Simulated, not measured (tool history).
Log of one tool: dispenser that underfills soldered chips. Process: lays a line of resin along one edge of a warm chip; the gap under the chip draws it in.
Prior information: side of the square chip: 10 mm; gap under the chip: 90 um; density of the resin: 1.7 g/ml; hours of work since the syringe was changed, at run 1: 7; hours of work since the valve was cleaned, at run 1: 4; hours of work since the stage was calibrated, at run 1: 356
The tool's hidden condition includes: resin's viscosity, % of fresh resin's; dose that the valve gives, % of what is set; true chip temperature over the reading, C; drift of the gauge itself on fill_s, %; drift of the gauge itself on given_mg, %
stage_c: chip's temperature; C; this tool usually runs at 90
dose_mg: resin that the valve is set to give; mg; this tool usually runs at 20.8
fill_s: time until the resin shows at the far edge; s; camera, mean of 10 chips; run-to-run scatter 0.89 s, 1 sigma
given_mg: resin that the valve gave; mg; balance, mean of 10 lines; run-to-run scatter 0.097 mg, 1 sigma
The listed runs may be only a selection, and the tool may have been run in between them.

run    day  stage_c  dose_mg  hours of work since the syringe was changed  hours of work since the valve was cleaned  hours of work since the stage was calibrated  fill_s  given_mg
  1      0       90     20.8                                            7                                          4                                           356   138.6     20.67
     0.358  -- new syringe of resin
  2  0.421       79     20.8                                            1                                         10                                           363   139.7     20.76
     0.583  -- stage's temperature calibrated
  3  0.917       79     20.8                                            8                                         17                                             5   258.8     20.37
     1.225  -- new syringe of resin
  4  1.408       91     20.8                                            3                                         24                                            13   102.5     20.18
     2.025  -- new syringe of resin
  5  2.038       91     20.8                                            0                                         34                                            22    81.1     20.04
  6  2.562       91     20.8                                            8                                         42                                            30   161.4     19.92
     2.829  -- new syringe of resin
  7   3.15       90     20.4                                            5                                         51                                            39   128.9     19.46
  8  3.533       90     24.7                                           11                                         57                                            45   200.5     23.27
     3.629  -- new syringe of resin
  9  3.925       90     24.7                                            5                                         63                                            51   119.2     23.43
 10  4.258       82     18.1                                           10                                         68                                            56   276.6     16.95
     4.425  -- new syringe of resin
 11  4.712       82     18.1                                            4                                         75                                            63     182     16.97
     5.012  -- dispensing valve cleaned and set on the balance
     5.262  -- new syringe of resin
 12  5.317       90     26.7                                            1                                          5                                            71    86.8     26.59
 13  5.733       90     26.7                                            7                                         11                                            78   144.7     26.47
     6.079  -- new syringe of resin
 14  6.079       83     22.5                                            0                                         16                                            83   109.6      22.1
 15  6.688       83     22.5                                            9                                         25                                            92   239.7     22.05
     6.896  -- new syringe of resin
 16  7.196       93     19.2                                            5                                         33                                           100   111.4     18.67
       7.7  -- new syringe of resin
 17  7.754       84     20.8                                            1                                         42                                           108   115.1        20
 18  8.183       84     20.8                                            7                                         48                                           115   201.8     20.01

Below are 5 alternative next runs, each starting from the tool's condition after run 18. Predict each:
     8.5  -- new syringe of resin
  A  8.5       94     26.1                                            0                                         53                                           119       ?         ?
     8.5  -- new syringe of resin
  B  8.5       87     19.6                                            0                                         53                                           119       ?         ?
     8.5  -- new syringe of resin
  C  8.5      100     21.3                                            0                                         53                                           119       ?         ?
     8.5  -- new syringe of resin
  D  8.5       83     21.9                                            0                                         53                                           119       ?         ?
     8.5  -- new syringe of resin
  E  8.5       82     19.7                                            0                                         53                                           119       ?         ?

run  fill_s  given_mg
  A      70     24.97
  B    97.9     18.56
  C    56.8     20.44
  D   109.4     20.87
  E     120     19.07
Had the tool no hidden state, the same runs would have come out as:
run  fill_s  given_mg
  A    70.3     26.09
  B    97.3     19.39
  C    56.6     21.36
  D   109.4     21.81
  E   119.3     19.93
